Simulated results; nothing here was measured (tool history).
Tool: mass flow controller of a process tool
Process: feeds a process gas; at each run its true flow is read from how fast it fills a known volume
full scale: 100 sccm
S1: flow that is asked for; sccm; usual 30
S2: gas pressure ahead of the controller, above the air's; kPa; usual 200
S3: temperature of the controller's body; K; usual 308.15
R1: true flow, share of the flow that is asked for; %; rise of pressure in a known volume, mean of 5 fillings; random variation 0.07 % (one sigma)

run	hour	S1	S2	S3	R1
1	0.0	30	200	308.15	98.70
2	255.3	17	200	308.15	98.68
3	441.8	17	200	308.15	98.62
4	692.2	17	200	308.15	98.78
5	828.7	13	200	308.15	98.96
6	1150.7	13	200	308.15	98.96
7	1389.8	30	200	308.15	98.73
8	1642.8	30	200	308.15	98.97
9	1827.2	30	200	308.15	98.88
10	2026.1	30	200	308.15	98.95
11	2339.1	30	200	308.15	99.09
12	2494.4	30	200	308.15	98.93
13	2792.9	30	200	308.15	99.07
14	2932.3	30	177	308.15	99.01
15	3244.0	30	200	308.15	99.01
16	3548.1	92	200	308.15	99.35
17	3852.1	92	200	308.15	99.58
18	4014.5	92	200	308.15	99.35
# hour 4029.6: controller's zero set anew
19	4249.1	92	200	308.15	99.47
20	4429.0	92	200	308.15	99.56
21	4730.1	15	179	308.15	100.78
# hour 4851.3: controller's zero set anew, once more
22	4927.3	18	257	309.15	98.11
23	5112.1	18	257	309.15	98.12
24	5355.9	18	257	309.15	98.08
25	5661.8	17	262	306.15	98.38
26	5887.1	17	262	306.15	98.51
27	6173.8	17	262	306.15	98.72
28	6425.1	10	158	306.15	99.26
29	6742.4	10	158	306.15	99.30
30	6937.5	22	195	306.15	98.84
31	7092.1	22	277	307.15	98.60
32	7341.8	16	186	298.15	99.68

Forecast run 33:
33	7493.6	25	258	300.15	?

R1: 99.11 %
Without the tool's hidden state the same run would have given R1 98.81 %.
